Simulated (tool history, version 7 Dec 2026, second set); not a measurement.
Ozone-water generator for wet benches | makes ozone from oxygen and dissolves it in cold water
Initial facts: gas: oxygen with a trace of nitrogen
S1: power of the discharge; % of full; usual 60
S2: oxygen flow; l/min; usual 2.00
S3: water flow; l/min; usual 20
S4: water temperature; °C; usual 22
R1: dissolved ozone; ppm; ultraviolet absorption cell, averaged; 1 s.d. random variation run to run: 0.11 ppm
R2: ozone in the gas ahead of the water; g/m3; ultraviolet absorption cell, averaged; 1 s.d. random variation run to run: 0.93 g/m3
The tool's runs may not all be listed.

run	hour	S1	S2	S3	S4	R1	R2
1	0.0	60	2.00	20	22	8.5	155.8
2	30.9	60	2.00	20	22	8.3	156.8
3	57.6	60	2.00	18	22	9.0	154.2
4	89.9	60	2.00	18	22	9.3	155.2
5	108.6	60	1.98	20	22	8.3	155.3
6	131.0	60	1.98	20	22	8.3	156.4
7	148.0	60	2.00	14	22	11.0	155.9
8	177.5	60	1.18	20	22	6.6	192.3
9	200.1	60	2.00	20	27	8.0	154.3
10	220.5	60	2.00	20	27	7.8	156.4
11	239.9	60	2.00	20	22	8.3	156.1
12	267.1	60	2.00	20	22	8.4	155.5
13	285.3	60	2.00	20	22	8.3	155.8
14	310.3	60	2.00	20	22	8.2	154.6
15	333.9	60	2.00	20	22	8.1	154.1
16	358.0	60	2.00	20	22	8.2	155.1
17	380.8	60	2.00	20	22	8.3	154.7
18	405.7	100	1.77	30	15	8.4	245.4
19	420.9	65	2.00	20	27	8.3	164.5
20	439.0	65	2.00	20	27	8.3	164.6
21	462.8	60	2.00	17	22	9.4	157.1
# hour 469.6: contactor cleaned
22	487.5	66	2.00	20	25	8.6	167.5
23	513.3	46	2.00	22	25	5.9	124.3
24	545.1	46	2.00	22	25	6.0	125.2
25	569.6	92	3.06	14	23	17.1	182.7
# hour 580.1: contactor cleaned, once more
26	590.2	92	3.06	14	23	16.9	182.6
27	610.7	60	1.47	20	18	7.5	173.3
28	625.2	93	1.47	18	18	11.8	247.9
29	641.3	93	1.47	18	18	11.9	249.1
30	655.7	93	1.47	18	18	12.0	244.7
31	678.0	47	1.61	24	17	5.3	137.6
32	707.0	65	1.61	14	17	11.5	178.9
33	740.0	65	1.61	17	20	9.7	178.8
34	754.4	59	2.00	20	23	8.1	152.4

Predict each of these 3 candidate next runs independently; none follows another, all start after run 34:
A	782.9	60	2.00	17	22	?	?
B	782.9	53	2.00	20	22	?	?
C	782.9	60	3.39	20	28	?	?

run	R1	R2
A	9.5	153.4
B	7.5	139.8
C	8.8	125.1
With no hidden state in the tool, these same runs would have given:
run	R1	R2
A	9.8	156.7
B	7.7	142.5
C	9.1	127.8
